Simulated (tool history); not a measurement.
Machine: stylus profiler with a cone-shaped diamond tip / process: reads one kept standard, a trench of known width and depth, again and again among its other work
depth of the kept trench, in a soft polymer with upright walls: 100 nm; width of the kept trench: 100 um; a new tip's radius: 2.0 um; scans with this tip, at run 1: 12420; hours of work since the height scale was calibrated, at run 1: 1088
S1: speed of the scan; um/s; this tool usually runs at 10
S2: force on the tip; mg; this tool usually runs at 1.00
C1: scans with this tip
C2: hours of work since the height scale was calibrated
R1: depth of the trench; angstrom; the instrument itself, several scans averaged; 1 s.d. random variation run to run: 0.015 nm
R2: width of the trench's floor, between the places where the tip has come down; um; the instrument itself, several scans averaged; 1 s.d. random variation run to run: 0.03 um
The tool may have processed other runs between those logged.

run 1 hour=0.0 | S1=10 S2=1.00 | C1=12420 C2=1088 | R1=1001.9 R2=98.44
run 2 hour=75.1 | S1=10 S2=1.05 | C1=12687 C2=1139 | R1=1002.2 R2=98.38
-- hour=155.9 height scale calibrated on a step standard
run 3 hour=213.1 | S1=10 S2=2.35 | C1=13176 C2=39 | R1=1004.1 R2=98.39
run 4 hour=338.1 | S1=10 S2=2.35 | C1=13620 C2=125 | R1=1004.2 R2=98.37
-- hour=398.5 height scale calibrated on a step standard, once more
run 5 hour=482.6 | S1=3 S2=1.00 | C1=14132 C2=58 | R1=1003.9 R2=98.38
run 6 hour=558.9 | S1=3 S2=1.00 | C1=14403 C2=110 | R1=1003.8 R2=98.33
run 7 hour=688.5 | S1=3 S2=1.00 | C1=14864 C2=198 | R1=1003.5 R2=98.41
run 8 hour=798.9 | S1=10 S2=1.00 | C1=15256 C2=274 | R1=1003.6 R2=98.33
run 9 hour=871.3 | S1=10 S2=1.00 | C1=15514 C2=323 | R1=1003.5 R2=98.29
run 10 hour=1015.8 | S1=12 S2=1.00 | C1=16028 C2=422 | R1=1003.2 R2=98.30
run 11 hour=1076.2 | S1=10 S2=2.00 | C1=16243 C2=464 | R1=1005.6 R2=98.25
run 12 hour=1194.3 | S1=25 S2=1.00 | C1=16662 C2=544 | R1=1003.1 R2=98.23
run 13 hour=1297.4 | S1=10 S2=1.00 | C1=17029 C2=615 | R1=1002.7 R2=98.29
run 14 hour=1361.9 | S1=10 S2=1.00 | C1=17258 C2=659 | R1=1002.8 R2=98.31
run 15 hour=1486.6 | S1=10 S2=1.00 | C1=17701 C2=744 | R1=1002.7 R2=98.21
run 16 hour=1598.1 | S1=10 S2=1.00 | C1=18098 C2=821 | R1=1002.7 R2=98.29
run 17 hour=1736.8 | S1=10 S2=1.00 | C1=18591 C2=916 | R1=1002.4 R2=98.18
run 18 hour=1843.2 | S1=10 S2=1.00 | C1=18970 C2=988 | R1=1002.1 R2=98.25
run 19 hour=1983.0 | S1=32 S2=1.00 | C1=19466 C2=1084 | R1=1002.1 R2=98.09
run 20 hour=2052.0 | S1=10 S2=0.47 | C1=19712 C2=1131 | R1=1000.6 R2=98.19
run 21 hour=2141.4 | S1=10 S2=0.56 | C1=20030 C2=1192 | R1=1000.7 R2=98.23
-- hour=2152.4 height scale calibrated on a step standard
run 22 hour=2213.7 | S1=10 S2=0.56 | C1=20285 C2=42 | R1=1002.7 R2=98.12
run 23 hour=2304.7 | S1=10 S2=0.56 | C1=20609 C2=104 | R1=1002.7 R2=98.15
run 24 hour=2448.4 | S1=9 S2=1.78 | C1=21119 C2=202 | R1=1005.4 R2=98.22
run 25 hour=2566.3 | S1=23 S2=1.00 | C1=21539 C2=283 | R1=1003.6 R2=98.15
run 26 hour=2628.1 | S1=23 S2=1.00 | C1=21758 C2=325 | R1=1003.5 R2=98.06
run 27 hour=2697.4 | S1=7 S2=1.27 | C1=22005 C2=373 | R1=1004.2 R2=98.21
run 28 hour=2768.3 | S1=17 S2=1.66 | C1=22257 C2=421 | R1=1004.6 R2=98.16
run 29 hour=2866.4 | S1=27 S2=1.17 | C1=22606 C2=488 | R1=1003.8 R2=98.08
run 30 hour=2948.2 | S1=3 S2=1.01 | C1=22896 C2=544 | R1=1003.1 R2=98.19
run 31 hour=3013.6 | S1=3 S2=1.01 | C1=23129 C2=589 | R1=1003.0 R2=98.13
run 32 hour=3097.5 | S1=3 S2=1.01 | C1=23427 C2=646 | R1=1002.7 R2=98.17
run 33 hour=3176.3 | S1=6 S2=0.38 | C1=23707 C2=700 | R1=1000.9 R2=98.14
run 34 hour=3303.7 | S1=2 S2=0.52 | C1=24160 C2=788 | R1=1001.2 R2=98.16
run 35 hour=3415.4 | S1=2 S2=0.52 | C1=24557 C2=864 | R1=1001.2 R2=98.07
run 36 hour=3485.9 | S1=4 S2=1.00 | C1=24808 C2=912 | R1=1002.8 R2=98.11
run 37 hour=3592.2 | S1=10 S2=0.57 | C1=25186 C2=985 | R1=1001.3 R2=98.05
run 38 hour=3696.2 | S1=4 S2=1.80 | C1=25556 C2=1056 | R1=1004.3 R2=98.11
run 39 hour=3768.8 | S1=4 S2=1.80 | C1=25814 C2=1106 | R1=1004.4 R2=98.11
run 40 hour=3862.4 | S1=15 S2=1.13 | C1=26147 C2=1170 | R1=1002.4 R2=98.12
-- hour=3908.1 height scale calibrated on a step standard
run 41 hour=3983.2 | S1=33 S2=1.36 | C1=26575 C2=51 | R1=1004.0 R2=98.01
run 42 hour=4085.3 | S1=3 S2=0.55 | C1=26937 C2=121 | R1=1001.9 R2=98.08
run 43 hour=4184.7 | S1=3 S2=1.82 | C1=27291 C2=189 | R1=1004.8 R2=98.11
run 44 hour=4252.3 | S1=3 S2=1.82 | C1=27531 C2=235 | R1=1004.8 R2=98.08
run 45 hour=4323.7 | S1=16 S2=1.89 | C1=27785 C2=284 | R1=1004.6 R2=98.04
run 46 hour=4398.4 | S1=14 S2=1.61 | C1=28051 C2=335 | R1=1004.3 R2=97.99

4 options for the next run, each taken on its own from the tool as it stands now. Forecast them:
run A hour=4523.7 | S1=24 S2=1.54 | C1=28496 C2=421 | R1=? R2=?
run B hour=4523.7 | S1=10 S2=2.09 | C1=28496 C2=421 | R1=? R2=?
run C hour=4523.7 | S1=31 S2=0.35 | C1=28496 C2=421 | R1=? R2=?
run D hour=4523.7 | S1=9 S2=1.61 | C1=28496 C2=421 | R1=? R2=?

run=A R1=1003.8 R2=97.94
run=B R1=1005.0 R2=97.96
run=C R1=1000.6 R2=97.84
run=D R1=1003.9 R2=98.05
Take away the tool's hidden state, keep each run's random variation, and the runs would have read:
run=A R1=1004.9 R2=98.62
run=B R1=1006.1 R2=98.64
run=C R1=1001.8 R2=98.52
run=D R1=1005.1 R2=98.73

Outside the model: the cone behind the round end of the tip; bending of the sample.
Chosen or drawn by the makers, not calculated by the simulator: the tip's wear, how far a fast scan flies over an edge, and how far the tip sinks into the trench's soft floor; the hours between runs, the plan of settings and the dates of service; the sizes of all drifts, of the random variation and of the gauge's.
